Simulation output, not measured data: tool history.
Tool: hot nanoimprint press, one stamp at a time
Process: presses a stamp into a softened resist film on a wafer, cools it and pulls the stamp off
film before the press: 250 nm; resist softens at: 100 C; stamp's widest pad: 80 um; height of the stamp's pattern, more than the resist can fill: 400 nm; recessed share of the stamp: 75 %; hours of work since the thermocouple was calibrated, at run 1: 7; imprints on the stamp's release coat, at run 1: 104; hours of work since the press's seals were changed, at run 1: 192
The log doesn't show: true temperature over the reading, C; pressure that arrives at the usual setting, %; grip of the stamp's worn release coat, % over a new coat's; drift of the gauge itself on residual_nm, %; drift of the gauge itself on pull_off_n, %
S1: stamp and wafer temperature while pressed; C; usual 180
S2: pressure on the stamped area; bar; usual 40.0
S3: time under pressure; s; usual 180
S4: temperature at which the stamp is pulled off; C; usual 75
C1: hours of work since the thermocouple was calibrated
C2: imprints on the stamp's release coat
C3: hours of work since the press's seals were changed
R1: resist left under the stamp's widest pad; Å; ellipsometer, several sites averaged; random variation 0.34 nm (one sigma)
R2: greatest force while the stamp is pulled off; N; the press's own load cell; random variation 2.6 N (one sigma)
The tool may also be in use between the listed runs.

run   hour   S1    S2   S3  S4   C1   C2   C3    R1   R2
  1    0.0  180  40.0  180  75    7  104  192  1240  171
  2    5.4  180  40.0  180  75   11  126  196  1235  167
  3   10.0  180  40.0  180  75   14  145  199  1238  170
  4   15.1  180  59.6  180  75   18  165  203   995  174
  5   23.8  180  59.6  180  75   24  200  209   991  167
  6   33.1  180  38.4  180  75   30  237  216  1260  172
  7   39.1  180  38.4  180  61   35  261  220  1259  239
  8   43.8  180  40.0  127  75   38  280  223  1370  173
  9   51.6  180  40.0  180  75   43  311  229  1234  174
 10   60.0  171  40.0  180  75   49  345  235  1576  170
 11   66.4  180  40.0  180  75   54  371  239  1231  179
 12   70.7  180  25.3  180  75   57  388  242  1542  175
 13   80.1  180  25.3  180  75   64  426  249  1544  177
 14   87.8  180  25.3  180  75   69  457  254  1547  182
 15   93.8  180  25.3   91  75   73  481  259  1811  178
 16  101.8  171  35.1  180  64   79  513  264  1661  228
 17  107.1  171  35.1  180  64   83  534  268  1653  230
 18  112.0  171  35.1  180  64   86  553  271  1662  232
 19  116.6  180  48.7  180  75   89  572  275  1107  188
 20  120.6  190  48.7  180  78   92  588  277   839  174
 21  126.8  190  38.8  180  66   97  613  282   950  229
 22  133.3  190  38.8  180  66  101  639  286   954  225
     142.3  -- stamp cleaned and given a new release coat
 23  147.7  180  40.0  270  68  107   22  292  1075  186
 24  152.5  185  62.2  281  61  110   41  296   705  220

Run 25 comes next. What will it give?
 25  159.1  175  28.5  97  71  115  67  300   ?   ?

{"run 25": {"R1": 1888, "R2": 181}}
Without the tool's hidden state the same run would have given R1 1904 Å, R2 181 N.

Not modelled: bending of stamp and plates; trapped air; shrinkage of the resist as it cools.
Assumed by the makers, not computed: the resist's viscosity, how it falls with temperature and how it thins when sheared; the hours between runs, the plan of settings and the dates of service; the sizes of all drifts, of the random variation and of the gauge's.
